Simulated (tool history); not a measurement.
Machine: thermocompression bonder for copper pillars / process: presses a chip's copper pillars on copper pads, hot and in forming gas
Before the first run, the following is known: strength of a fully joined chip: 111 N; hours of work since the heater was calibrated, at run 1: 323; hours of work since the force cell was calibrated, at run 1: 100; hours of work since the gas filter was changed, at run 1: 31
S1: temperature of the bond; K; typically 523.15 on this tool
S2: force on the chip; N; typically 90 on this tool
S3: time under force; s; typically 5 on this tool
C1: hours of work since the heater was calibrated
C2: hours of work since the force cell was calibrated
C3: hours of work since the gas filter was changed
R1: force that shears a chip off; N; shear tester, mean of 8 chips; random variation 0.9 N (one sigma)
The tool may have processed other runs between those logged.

Run 1, hour 0.0: usual settings; C1 323; C2 100; C3 31. Result: R1 74.3 N.
Run 2, hour 20.9: usual settings; C1 335; C2 111; C3 42. Result: R1 73.1 N.
Run 3, hour 63.6: usual settings; C1 358; C2 134; C3 66. Result: R1 72.8 N.
Run 4, hour 105.5: usual settings; C1 381; C2 157; C3 89. Result: R1 71.7 N.
Run 5, hour 152.8: usual settings but S1 508.15 K; C1 407; C2 183; C3 115. Result: R1 60.8 N.
Run 6, hour 192.6: usual settings but S1 508.15 K; C1 429; C2 205; C3 136. Result: R1 60.5 N.
Run 7, hour 229.8: usual settings but S1 508.15 K; C1 449; C2 226; C3 157. Result: R1 60.8 N.
Run 8, hour 258.2: usual settings but S1 508.15 K; C1 465; C2 241; C3 173. Result: R1 60.0 N.
Run 9, hour 304.2: usual settings but S1 508.15 K; C1 490; C2 267; C3 198. Result: R1 59.6 N.
Run 10, hour 343.4: usual settings but S2 112 N; C1 512; C2 288; C3 219. Result: R1 76.8 N.
Run 11, hour 388.5: usual settings but S2 112 N; C1 536; C2 313; C3 244. Result: R1 76.0 N.
Run 12, hour 415.3: usual settings; C1 551; C2 328; C3 259. Result: R1 68.3 N.
Run 13, hour 457.7: usual settings; C1 575; C2 351; C3 282. Result: R1 67.6 N.
Run 14, hour 481.0: usual settings; C1 587; C2 364; C3 295. Result: R1 68.9 N.
Run 15, hour 510.8: usual settings; C1 604; C2 380; C3 311. Result: R1 68.4 N.
Run 16, hour 556.9: usual settings; C1 629; C2 405; C3 337. Result: R1 68.4 N.
Run 17, hour 600.9: usual settings; C1 653; C2 430; C3 361. Result: R1 67.3 N.
Run 18, hour 643.9: usual settings; C1 677; C2 453; C3 384. Result: R1 65.5 N.
Run 19, hour 691.7: usual settings; C1 703; C2 479; C3 411. Result: R1 65.2 N.
Run 20, hour 735.9: usual settings; C1 727; C2 504; C3 435. Result: R1 65.5 N.
Run 21, hour 758.3: usual settings but S1 510.15 K, S2 84 N; C1 740; C2 516; C3 447. Result: R1 56.0 N.
Run 22, hour 807.1: usual settings but S1 546.15 K, S2 66 N, S3 8 s; C1 766; C2 543; C3 474. Result: R1 75.2 N.
At hour 810.7: forming gas filter changed.
Run 23, hour 832.9: usual settings but S1 507.15 K, S2 66 N, S3 3 s; C1 780; C2 557; C3 12. Result: R1 44.3 N.
Run 24, hour 856.9: usual settings but S1 507.15 K, S2 66 N, S3 3 s; C1 793; C2 570; C3 25. Result: R1 42.3 N.
Run 25, hour 886.7: usual settings but S1 545.15 K, S2 134 N, S3 8 s; C1 810; C2 586; C3 42. Result: R1 101.8 N.
Run 26, hour 934.6: usual settings but S1 522.15 K, S2 61 N; C1 836; C2 613; C3 68. Result: R1 58.7 N.
Run 27, hour 972.4: usual settings but S1 541.15 K, S2 81 N, S3 3 s; C1 857; C2 633; C3 89. Result: R1 69.1 N.
Run 28, hour 998.8: usual settings but S1 501.15 K, S2 94 N, S3 3 s; C1 871; C2 648; C3 103. Result: R1 47.3 N.
Run 29, hour 1035.1: usual settings but S1 501.15 K, S2 94 N, S3 3 s; C1 891; C2 668; C3 123. Result: R1 47.5 N.
Run 30, hour 1065.3: usual settings but S1 542.15 K, S2 66 N, S3 15 s; C1 908; C2 684; C3 140. Result: R1 92.7 N.
Run 31, hour 1113.0: usual settings but S2 70 N, S3 4 s; C1 934; C2 711; C3 166. Result: R1 56.7 N.
Run 32, hour 1152.5: usual settings but S2 70 N, S3 4 s; C1 956; C2 732; C3 188. Result: R1 56.0 N.
Run 33, hour 1193.9: usual settings but S1 544.15 K, S2 69 N; C1 979; C2 755; C3 210. Result: R1 74.3 N.
Run 34, hour 1223.1: usual settings but S1 495.15 K, S2 83 N, S3 13 s; C1 995; C2 771; C3 227. Result: R1 67.8 N.
Run 35, hour 1260.8: usual settings but S1 503.15 K, S2 112 N, S3 8 s; C1 1015; C2 792; C3 247. Result: R1 70.3 N.
Run 36, hour 1303.3: usual settings but S1 503.15 K, S2 112 N, S3 8 s; C1 1039; C2 815; C3 271. Result: R1 69.1 N.
Run 37, hour 1335.7: usual settings but S2 76 N, S3 6 s; C1 1056; C2 833; C3 288. Result: R1 66.6 N.
Run 38, hour 1375.3: usual settings but S2 59 N, S3 6 s; C1 1078; C2 855; C3 310. Result: R1 57.0 N.
Run 39, hour 1407.8: usual settings but S2 122 N, S3 8 s; C1 1096; C2 873; C3 328. Result: R1 82.6 N.

Below are 5 alternative next runs, each starting from the tool's condition after run 39. Predict each:
Run A, hour 1451.0: usual settings but S1 547.15 K, S2 65 N, S3 4 s; C1 1120; C2 896; C3 352. Result: R1 ?.
Run B, hour 1451.0: usual settings but S1 509.15 K, S2 64 N; C1 1120; C2 896; C3 352. Result: R1 ?.
Run C, hour 1451.0: usual settings but S1 500.15 K, S2 69 N; C1 1120; C2 896; C3 352. Result: R1 ?.
Run D, hour 1451.0: usual settings but S2 79 N, S3 8 s; C1 1120; C2 896; C3 352. Result: R1 ?.
Run E, hour 1451.0: usual settings but S1 537.15 K, S2 58 N, S3 8 s; C1 1120; C2 896; C3 352. Result: R1 ?.

run    R1
  A  67.2
  B  47.5
  C  44.4
  D  70.8
  E  71.5
What these runs would have given with no unlogged condition in the tool:
run    R1
  A  75.9
  B  54.5
  C  51.0
  D  80.0
  E  80.6

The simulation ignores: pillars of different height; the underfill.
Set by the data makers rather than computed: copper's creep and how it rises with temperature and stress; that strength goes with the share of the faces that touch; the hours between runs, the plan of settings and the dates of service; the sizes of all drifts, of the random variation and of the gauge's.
